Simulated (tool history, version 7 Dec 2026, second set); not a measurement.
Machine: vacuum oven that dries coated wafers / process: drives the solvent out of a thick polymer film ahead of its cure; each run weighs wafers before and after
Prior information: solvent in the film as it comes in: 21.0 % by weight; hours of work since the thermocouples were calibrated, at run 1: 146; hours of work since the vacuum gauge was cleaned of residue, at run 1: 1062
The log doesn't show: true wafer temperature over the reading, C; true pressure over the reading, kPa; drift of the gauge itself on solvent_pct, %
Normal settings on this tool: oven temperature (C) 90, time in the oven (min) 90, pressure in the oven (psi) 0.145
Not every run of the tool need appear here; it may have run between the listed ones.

run,day,oven temperature (C),time in the oven (min),pressure in the oven (psi),hours of work since the thermocouples were calibrated,hours of work since the vacuum gauge was cleaned of residue,solvent left in the film (%)
1,0,90,90,0.145,146,1062,4.74
2,1.258,90,90,0.145,169,1084,4.75
3,3.854,90,90,0.426,215,1130,5.74
4,5.192,90,90,0.145,238,1153,4.7
5,8.133,90,90,0.145,290,1206,4.69
6,10.492,90,50,0.145,332,1247,8.17
7,12.658,90,50,0.145,370,1286,8.18
8,14.292,84,50,0.145,399,1315,10.52
9,17.204,90,90,0.129,451,1366,4.58
10,18.921,90,90,0.535,481,1396,6.03
11,21.183,90,90,0.535,521,1437,6
12,24.179,90,90,0.535,574,1490,6.02
13,25.596,90,90,0.535,600,1515,6
14,28.021,90,92,0.145,642,1558,4.48
15,30.017,90,153,0.145,678,1593,2.15
16,31.888,104,90,0.145,711,1626,1
17,34.012,104,90,0.145,749,1664,0.99
18,36.575,104,107,0.145,794,1709,0.76
19,38.433,90,90,0.145,827,1742,4.54
20,41.471,90,90,0.145,881,1796,4.57
21,43.933,90,90,0.145,924,1839,4.51
# day 44.175: oven's thermocouples calibrated
22,46.246,90,90,0.145,37,1879,4.39
23,48.158,90,90,0.145,71,1913,4.41
24,49.533,90,90,0.145,95,1937,4.35
25,51.608,88,90,0.145,132,1974,5.14
26,52.988,86,90,0.145,156,1998,5.94
# day 54.9: oven's thermocouples calibrated, once more
27,55.283,90,110,0.145,7,2037,3.96
28,56.9,98,110,0.229,35,2066,1.98
29,58.904,80,122,0.145,71,2101,7.43
30,61.229,80,122,0.145,112,2143,7.41
31,63.875,98,67,0.345,159,2189,4.25
32,65.721,98,67,0.345,192,2222,4.22
33,68.15,104,63,0.345,235,2265,2.69
# day 68.696: vacuum gauge cleaned of residue and calibrated
34,70.15,104,63,0.345,269,26,2.5
35,72.708,88,58,0.421,314,71,9.04
36,75.717,105,52,0.145,367,124,2.5
37,78.738,90,54,0.225,421,178,8.02
38,81.475,90,54,0.225,469,226,8.05
39,83.592,90,54,0.225,507,264,8.02
40,85.417,90,90,0.248,539,296,5.05
41,87.933,89,52,0.164,584,341,8.32
42,90.346,92,134,0.164,626,383,2.17
43,91.804,100,56,0.476,652,409,4.46
44,93.821,90,97,0.145,688,445,4.24
45,96.4,98,134,0.161,734,490,1.04
46,99.392,98,134,0.161,786,543,1.05

Below, each run's measurement less what the same run would have read without the hidden state. Both values contain the same run-to-run variation, but the gauge's scatter may not be the same in both:
run,solvent left in the film (%)
1,-0.09
2,-0.1
3,-0.12
4,-0.12
5,-0.13
6,-0.18
7,-0.19
8,-0.17
9,-0.18
10,-0.21
11,-0.22
12,-0.24
13,-0.24
14,-0.23
15,-0.09
16,-0.02
17,-0.02
18,+0.03
19,-0.29
20,-0.31
21,-0.32
22,-0.44
23,-0.45
24,-0.46
25,-0.5
26,-0.53
27,+0.22
28,+0.18
29,+0.24
30,+0.22
31,+0.12
32,+0.11
33,+0.1
34,-0.05
35,-0.1
36,-0.08
37,-0.14
38,-0.16
39,-0.17
40,-0.16
41,-0.19
42,-0.11
43,-0.19
44,-0.19
45,-0.04
46,-0.04

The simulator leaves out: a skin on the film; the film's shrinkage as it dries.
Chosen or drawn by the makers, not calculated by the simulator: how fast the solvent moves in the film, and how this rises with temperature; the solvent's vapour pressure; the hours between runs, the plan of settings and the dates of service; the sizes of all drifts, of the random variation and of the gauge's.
